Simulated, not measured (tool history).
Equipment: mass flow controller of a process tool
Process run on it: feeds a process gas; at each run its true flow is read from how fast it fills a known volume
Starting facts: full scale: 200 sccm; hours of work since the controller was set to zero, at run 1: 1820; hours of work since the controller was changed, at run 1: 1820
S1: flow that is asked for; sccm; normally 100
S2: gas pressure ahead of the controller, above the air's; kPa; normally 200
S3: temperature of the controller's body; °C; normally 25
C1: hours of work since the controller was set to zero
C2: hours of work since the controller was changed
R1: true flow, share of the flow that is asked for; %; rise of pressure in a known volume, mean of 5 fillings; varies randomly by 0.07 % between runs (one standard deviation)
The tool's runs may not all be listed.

{"run": 1, "hour": 0.0, "S1": 100, "S2": 200, "S3": 25, "C1": 1820, "C2": 1820, "R1": 99.23}
{"run": 2, "hour": 74.7, "S1": 100, "S2": 200, "S3": 25, "C1": 1880, "C2": 1880, "R1": 99.16}
{"run": 3, "hour": 153.3, "S1": 100, "S2": 200, "S3": 25, "C1": 1942, "C2": 1942, "R1": 99.3}
{"run": 4, "hour": 237.2, "S1": 130, "S2": 200, "S3": 25, "C1": 2009, "C2": 2009, "R1": 99.39}
{"run": 5, "hour": 310.1, "S1": 100, "S2": 200, "S3": 30, "C1": 2067, "C2": 2067, "R1": 99.06}
{"run": 6, "hour": 378.6, "S1": 100, "S2": 200, "S3": 30, "C1": 2122, "C2": 2122, "R1": 99.1}
{"run": 7, "hour": 527.0, "S1": 100, "S2": 200, "S3": 30, "C1": 2240, "C2": 2240, "R1": 99.03}
{"run": 8, "hour": 652.7, "S1": 100, "S2": 200, "S3": 30, "C1": 2341, "C2": 2341, "R1": 99.21}
{"run": 9, "hour": 756.9, "S1": 58, "S2": 166, "S3": 28, "C1": 2424, "C2": 2424, "R1": 98.71}
{"run": 10, "hour": 823.9, "S1": 23, "S2": 217, "S3": 22, "C1": 2477, "C2": 2477, "R1": 98.88}
{"run": 11, "hour": 913.9, "S1": 97, "S2": 236, "S3": 25, "C1": 2549, "C2": 2549, "R1": 99.46}
{"run": 12, "hour": 1048.9, "S1": 100, "S2": 160, "S3": 22, "C1": 2657, "C2": 2657, "R1": 99.08}
{"run": 13, "hour": 1195.9, "S1": 89, "S2": 208, "S3": 35, "C1": 2774, "C2": 2774, "R1": 98.95}
{"run": 14, "hour": 1266.7, "S1": 100, "S2": 149, "S3": 23, "C1": 2830, "C2": 2830, "R1": 99.22}

4 options for the next run, each taken on its own from the tool as it stands now. Forecast them:
{"run": "A", "hour": 1378.7, "S1": 65, "S2": 143, "S3": 23, "C1": 2920, "C2": 2920, "R1": "?"}
{"run": "B", "hour": 1378.7, "S1": 164, "S2": 149, "S3": 23, "C1": 2920, "C2": 2920, "R1": "?"}
{"run": "C", "hour": 1378.7, "S1": 158, "S2": 173, "S3": 25, "C1": 2920, "C2": 2920, "R1": "?"}
{"run": "D", "hour": 1378.7, "S1": 25, "S2": 263, "S3": 33, "C1": 2920, "C2": 2920, "R1": "?"}

run=A R1=98.8
run=B R1=99.42
run=C R1=99.45
run=D R1=98.81
With no hidden state in the tool, these same runs would have given:
run=A R1=98.79
run=B R1=99.41
run=C R1=99.44
run=D R1=98.79
